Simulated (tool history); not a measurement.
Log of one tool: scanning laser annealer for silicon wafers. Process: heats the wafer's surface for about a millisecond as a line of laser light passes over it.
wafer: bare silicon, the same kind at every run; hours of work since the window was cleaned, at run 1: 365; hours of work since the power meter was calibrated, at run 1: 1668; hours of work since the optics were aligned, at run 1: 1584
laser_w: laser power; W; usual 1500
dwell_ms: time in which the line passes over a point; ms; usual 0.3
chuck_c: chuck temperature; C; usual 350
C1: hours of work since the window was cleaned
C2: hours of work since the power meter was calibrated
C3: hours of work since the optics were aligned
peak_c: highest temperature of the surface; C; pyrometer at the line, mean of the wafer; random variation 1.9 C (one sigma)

Run 1, hour 0: usual settings; C1 365; C2 1668; C3 1584. Result: peak_c 1132 C.
At hour 50.9: optics aligned, line set to its width.
Run 2, hour 70.9: usual settings; C1 415; C2 1718; C3 15. Result: peak_c 1142 C.
At hour 112.4: window over the wafer cleaned.
Run 3, hour 123: usual settings; C1 8; C2 1756; C3 53. Result: peak_c 1126 C.
Run 4, hour 157.7: usual settings; C1 34; C2 1783; C3 80. Result: peak_c 1124 C.
Run 5, hour 199.4: usual settings but dwell_ms 0.211 ms; C1 66; C2 1815; C3 111. Result: peak_c 983 C.
Run 6, hour 229.5: usual settings but dwell_ms 0.211 ms; C1 89; C2 1837; C3 134. Result: peak_c 978 C.
At hour 276.3: window over the wafer cleaned, once more.
Run 7, hour 295.7: usual settings but dwell_ms 0.211 ms; C1 15; C2 1886; C3 183. Result: peak_c 1016 C.
Run 8, hour 346.8: usual settings but laser_w 1350 W, dwell_ms 0.211 ms; C1 54; C2 1925; C3 222. Result: peak_c 936 C.
Run 9, hour 398.6: usual settings but laser_w 1517 W, dwell_ms 0.211 ms; C1 93; C2 1964; C3 261. Result: peak_c 1022 C.
Run 10, hour 428.4: usual settings but dwell_ms 0.226 ms; C1 115; C2 1987; C3 284. Result: peak_c 1037 C.
Run 11, hour 473.9: usual settings but laser_w 1584 W; C1 150; C2 2021; C3 318. Result: peak_c 1214 C.
Run 12, hour 523.3: usual settings but laser_w 1584 W; C1 188; C2 2059; C3 356. Result: peak_c 1211 C.
Run 13, hour 564.3: usual settings but laser_w 1584 W; C1 219; C2 2090; C3 387. Result: peak_c 1210 C.
Run 14, hour 616.3: usual settings but laser_w 1584 W; C1 258; C2 2130; C3 426. Result: peak_c 1207 C.
Run 15, hour 653.9: usual settings; C1 287; C2 2158; C3 455. Result: peak_c 1146 C.
Run 16, hour 702.2: usual settings; C1 323; C2 2195; C3 492. Result: peak_c 1142 C.
Run 17, hour 736.4: usual settings; C1 349; C2 2221; C3 518. Result: peak_c 1140 C.
Run 18, hour 764.8: usual settings; C1 371; C2 2242; C3 539. Result: peak_c 1139 C.
Run 19, hour 792.8: usual settings; C1 392; C2 2264; C3 560. Result: peak_c 1137 C.
Run 20, hour 834.4: usual settings but dwell_ms 0.223 ms; C1 424; C2 2295; C3 592. Result: peak_c 1014 C.
At hour 863: window over the wafer cleaned.
Run 21, hour 871.3: usual settings but laser_w 1394 W, dwell_ms 0.223 ms; C1 6; C2 2322; C3 618. Result: peak_c 978 C.
Run 22, hour 899.4: usual settings but laser_w 1394 W, dwell_ms 0.223 ms; C1 28; C2 2343; C3 640. Result: peak_c 974 C.
Run 23, hour 962.3: usual settings but laser_w 1444 W, dwell_ms 0.269 ms; C1 75; C2 2391; C3 688. Result: peak_c 1074 C.
Run 24, hour 999.3: usual settings but laser_w 1444 W, dwell_ms 0.21 ms, chuck_c 375 C; C1 104; C2 2419; C3 716. Result: peak_c 1002 C.
Run 25, hour 1033.8: usual settings but laser_w 1372 W, dwell_ms 0.212 ms, chuck_c 312 C; C1 130; C2 2445; C3 742. Result: peak_c 899 C.
Run 26, hour 1076.5: usual settings but laser_w 1372 W, dwell_ms 0.212 ms, chuck_c 312 C; C1 162; C2 2478; C3 774. Result: peak_c 899 C.
Run 27, hour 1126.7: usual settings but laser_w 1372 W, dwell_ms 0.369 ms, chuck_c 332 C; C1 200; C2 2516; C3 812. Result: peak_c 1134 C.
Run 28, hour 1185.4: usual settings but laser_w 1372 W, dwell_ms 0.369 ms, chuck_c 332 C; C1 245; C2 2560; C3 857. Result: peak_c 1134 C.
Run 29, hour 1238.2: usual settings but laser_w 1286 W, chuck_c 344 C; C1 285; C2 2600; C3 897. Result: peak_c 991 C.
Run 30, hour 1291.7: usual settings but laser_w 1286 W, chuck_c 344 C; C1 326; C2 2641; C3 938. Result: peak_c 991 C.
Run 31, hour 1344.3: usual settings but laser_w 1301 W; C1 366; C2 2681; C3 978. Result: peak_c 1006 C.
Run 32, hour 1397.4: usual settings but laser_w 1614 W, dwell_ms 0.342 ms, chuck_c 316 C; C1 406; C2 2721; C3 1018. Result: peak_c 1241 C.
At hour 1451.4: window over the wafer cleaned.
Run 33, hour 1451.4: usual settings but laser_w 1509 W, chuck_c 336 C; C1 0; C2 2761; C3 1057. Result: peak_c 1150 C.
Run 34, hour 1514: usual settings but laser_w 1509 W, chuck_c 336 C; C1 48; C2 2808; C3 1105. Result: peak_c 1146 C.
Run 35, hour 1546.5: usual settings but laser_w 1505 W, dwell_ms 0.239 ms, chuck_c 355 C; C1 72; C2 2833; C3 1130. Result: peak_c 1057 C.
Run 36, hour 1576.3: usual settings but laser_w 1505 W, dwell_ms 0.219 ms, chuck_c 383 C; C1 95; C2 2856; C3 1152. Result: peak_c 1054 C.
Run 37, hour 1612.4: usual settings but laser_w 1505 W, dwell_ms 0.219 ms, chuck_c 377 C; C1 122; C2 2883; C3 1180. Result: peak_c 1044 C.
Run 38, hour 1662: usual settings but dwell_ms 0.254 ms, chuck_c 381 C; C1 160; C2 2921; C3 1217. Result: peak_c 1098 C.
Run 39, hour 1710.7: usual settings but laser_w 1366 W; C1 197; C2 2958; C3 1254. Result: peak_c 1052 C.
Run 40, hour 1771: usual settings but laser_w 1366 W; C1 243; C2 3003; C3 1300. Result: peak_c 1055 C.
Run 41, hour 1835.9: usual settings but dwell_ms 0.242 ms, chuck_c 379 C; C1 292; C2 3053; C3 1349. Result: peak_c 1073 C.

Forecast each of these 3 alternatives for the next run:
Run A, hour 1898.2: usual settings but laser_w 1408 W, dwell_ms 0.278 ms, chuck_c 312 C; C1 339; C2 3100; C3 1397. Result: peak_c ?.
Run B, hour 1898.2: usual settings but chuck_c 330 C; C1 339; C2 3100; C3 1397. Result: peak_c ?.
Run C, hour 1898.2: usual settings but laser_w 1521 W, dwell_ms 0.338 ms, chuck_c 341 C; C1 339; C2 3100; C3 1397. Result: peak_c ?.

run  peak_c
  A    1001
  B    1107
  C    1194
Without the tool's hidden state the same runs would have given:
run  peak_c
  A    1044
  B    1156
  C    1248
